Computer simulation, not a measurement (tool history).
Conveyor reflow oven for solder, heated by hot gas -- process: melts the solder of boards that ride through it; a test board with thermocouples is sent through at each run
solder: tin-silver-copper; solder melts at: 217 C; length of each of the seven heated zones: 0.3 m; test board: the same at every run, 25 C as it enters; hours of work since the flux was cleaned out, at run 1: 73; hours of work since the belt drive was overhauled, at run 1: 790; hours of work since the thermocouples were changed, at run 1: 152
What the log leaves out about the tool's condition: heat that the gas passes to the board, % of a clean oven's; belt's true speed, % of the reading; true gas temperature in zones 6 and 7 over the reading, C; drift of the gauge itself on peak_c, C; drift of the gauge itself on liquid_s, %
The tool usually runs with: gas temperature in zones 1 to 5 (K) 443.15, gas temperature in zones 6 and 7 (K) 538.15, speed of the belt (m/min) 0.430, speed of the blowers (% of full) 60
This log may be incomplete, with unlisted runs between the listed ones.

run,hour,gas temperature in zones 1 to 5 (K),gas temperature in zones 6 and 7 (K),speed of the belt (m/min),speed of the blowers (% of full),hours of work since the flux was cleaned out,hours of work since the belt drive was overhauled,hours of work since the thermocouples were changed,highest temperature of the board (K),time above the solder's melting point (s)
1,0.0,443.15,538.15,0.430,60,73,790,152,522.65,60.1
2,4.8,443.15,538.15,0.430,60,76,793,156,522.85,59.7
3,14.4,443.15,538.15,0.430,60,84,801,163,522.15,59.4
4,22.8,443.15,538.15,0.430,60,90,807,170,522.35,59.1
# hour 31.6: belt drive overhauled, speed set with a stopwatch
5,36.2,443.15,544.15,0.430,60,97,4,177,528.65,63.8
6,45.2,443.15,538.15,0.494,60,104,10,184,517.85,46.6
7,53.1,443.15,538.15,0.494,60,111,17,190,517.85,46.2
8,60.7,443.15,538.15,0.494,60,116,22,196,517.95,46.9
9,68.9,443.15,538.15,0.494,60,123,29,202,517.75,46.5
# hour 75.1: belt drive overhauled, speed set with a stopwatch, once more
10,81.7,443.15,538.15,0.430,69,130,5,209,523.55,60.2
11,91.0,443.15,536.15,0.430,69,137,12,216,521.65,58.8
12,98.3,443.15,536.15,0.430,69,142,18,222,522.55,58.8
13,103.0,443.15,538.15,0.430,60,146,21,225,522.05,58.4
14,109.0,443.15,546.15,0.430,60,151,26,230,529.65,63.8
15,113.3,443.15,542.15,0.430,60,154,29,233,524.95,61.6
16,120.0,443.15,538.15,0.470,71,159,35,239,521.35,52.7
17,126.0,457.15,538.15,0.470,90,164,39,243,526.05,62.6
18,133.9,446.15,538.15,0.430,59,170,45,249,522.45,60.0
19,141.0,449.15,530.15,0.348,79,175,51,255,522.85,80.2

Expected results for the next run?
20,145.5,446.15,541.15,0.430,51,179,54,258,?,?

Logged for run 20: highest temperature of the board (K) 522.95, time above the solder's melting point (s) 59.9.
On a tool with no hidden condition, and with the same random variation, this run would have come out at highest temperature of the board (K) 524.55, time above the solder's melting point (s) 61.5.
